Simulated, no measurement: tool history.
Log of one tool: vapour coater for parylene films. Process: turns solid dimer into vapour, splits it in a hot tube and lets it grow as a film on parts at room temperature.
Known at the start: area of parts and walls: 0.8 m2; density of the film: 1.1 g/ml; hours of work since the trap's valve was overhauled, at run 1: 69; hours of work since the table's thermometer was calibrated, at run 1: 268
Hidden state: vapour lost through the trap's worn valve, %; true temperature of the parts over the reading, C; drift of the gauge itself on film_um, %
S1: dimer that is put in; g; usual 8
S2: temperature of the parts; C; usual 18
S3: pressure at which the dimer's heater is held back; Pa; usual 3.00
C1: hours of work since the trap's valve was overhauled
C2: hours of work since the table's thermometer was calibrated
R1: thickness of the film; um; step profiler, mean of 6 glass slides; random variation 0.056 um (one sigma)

run,day,S1,S2,S3,C1,C2,R1
1,0.000,8,18,3.00,69,268,6.36
2,2.046,8,18,3.00,97,297,6.38
3,4.871,8,15,3.00,137,336,6.75
4,7.454,8,18,6.57,174,373,6.01
5,9.362,8,18,3.00,201,400,6.16
6,10.671,8,18,3.00,219,419,6.07
7,11.846,8,18,3.00,236,435,6.10
8,13.483,8,18,3.00,259,458,6.10
9,15.338,8,18,3.00,285,484,5.90
10,17.500,8,18,3.00,316,515,5.97
11,19.133,4,14,3.83,339,538,3.11
12,21.846,4,14,3.83,377,576,3.17
13,23.108,10,18,8.74,395,594,6.86
14,24.575,5,18,8.74,416,615,3.31
15,26.367,4,26,3.00,441,640,2.36

5 ways to go on from here, each from the tool as it stands after run 15. What would each give?
# day 27.504: trap's valve overhauled
A,27.800,3,12,6.77,4,658,?
# day 27.504: trap's valve overhauled
B,27.800,4,26,3.00,4,658,?
# day 27.504: trap's valve overhauled
C,27.800,4,22,3.19,4,658,?
# day 27.504: trap's valve overhauled
D,27.800,3,12,3.00,4,658,?
# day 27.504: trap's valve overhauled
E,27.800,8,16,3.00,4,658,?

run,R1
A,2.77
B,2.71
C,2.99
D,2.88
E,6.92
Without the tool's hidden state the same runs would have given:
run,R1
A,2.75
B,2.69
C,2.97
D,2.86
E,6.87

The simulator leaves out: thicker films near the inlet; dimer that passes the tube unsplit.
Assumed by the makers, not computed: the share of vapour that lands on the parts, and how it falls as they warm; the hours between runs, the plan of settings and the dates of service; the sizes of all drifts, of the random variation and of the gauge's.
